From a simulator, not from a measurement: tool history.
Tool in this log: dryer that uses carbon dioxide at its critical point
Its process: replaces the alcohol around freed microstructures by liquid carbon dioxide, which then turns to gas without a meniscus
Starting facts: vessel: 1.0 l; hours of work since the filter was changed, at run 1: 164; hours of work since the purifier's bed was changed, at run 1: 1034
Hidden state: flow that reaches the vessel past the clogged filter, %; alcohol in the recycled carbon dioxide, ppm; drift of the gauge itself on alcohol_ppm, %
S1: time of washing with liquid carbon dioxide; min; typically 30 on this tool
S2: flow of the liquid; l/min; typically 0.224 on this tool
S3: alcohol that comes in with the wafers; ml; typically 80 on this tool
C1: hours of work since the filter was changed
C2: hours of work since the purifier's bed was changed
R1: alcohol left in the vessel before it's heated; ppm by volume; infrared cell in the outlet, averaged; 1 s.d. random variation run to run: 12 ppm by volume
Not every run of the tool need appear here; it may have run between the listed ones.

run	hour	S1	S2	S3	C1	C2	R1
1	0	30	0.224	80	164	1034	880
2	56.1	30	0.224	80	192	1063	900
3	103.7	30	0.224	80	216	1086	889
4	157.7	30	0.224	80	243	1114	954
5	214.4	30	0.189	80	272	1142	1916
6	265.5	30	0.189	80	297	1168	1982
7	297	30	0.189	80	313	1183	1997
# hour 332.2: purifier's bed changed
8	369	30	0.189	80	348	18	1997
9	433.7	30	0.224	20	380	51	250
# hour 463.8: inlet filter changed
10	502.8	30	0.224	20	20	85	205
11	553	23	0.224	20	45	110	578
12	613.9	23	0.224	20	75	141	576
13	652	30	0.21	80	94	160	1060
14	685.3	30	0.21	80	111	177	1099
15	724.8	30	0.21	80	131	197	1097
16	773.4	30	0.203	43	155	221	717
17	814.6	30	0.203	43	176	242	728
18	865.9	30	0.235	57	202	267	495
19	894.9	30	0.369	57	216	282	39
20	944.3	30	0.369	57	241	307	40
21	985.1	28	0.224	80	262	327	1218
22	1033.3	33	0.224	80	286	351	614
23	1089.2	33	0.224	80	314	379	615
24	1141.5	19	0.284	93	340	406	2430
25	1181.2	25	0.224	64	360	426	1620
# hour 1246.7: inlet filter changed
26	1246.7	38	0.183	27	0	458	258
27	1314.7	30	0.356	71	34	492	61
28	1358.9	30	0.356	71	56	514	62

Below are 5 alternative next runs, each starting from the tool's condition after run 28. Predict each:
A	1424.3	27	0.224	24	89	547	?
B	1424.3	36	0.28	48	89	547	?
C	1424.3	30	0.146	80	89	547	?
D	1424.3	38	0.356	103	89	547	?
E	1424.3	28	0.337	29	89	547	?

run	R1
A	392
B	62
C	4347
D	34
E	58
What these runs would have given with no unlogged condition in the tool:
run	R1
A	347
B	36
C	4131
D	11
E	33

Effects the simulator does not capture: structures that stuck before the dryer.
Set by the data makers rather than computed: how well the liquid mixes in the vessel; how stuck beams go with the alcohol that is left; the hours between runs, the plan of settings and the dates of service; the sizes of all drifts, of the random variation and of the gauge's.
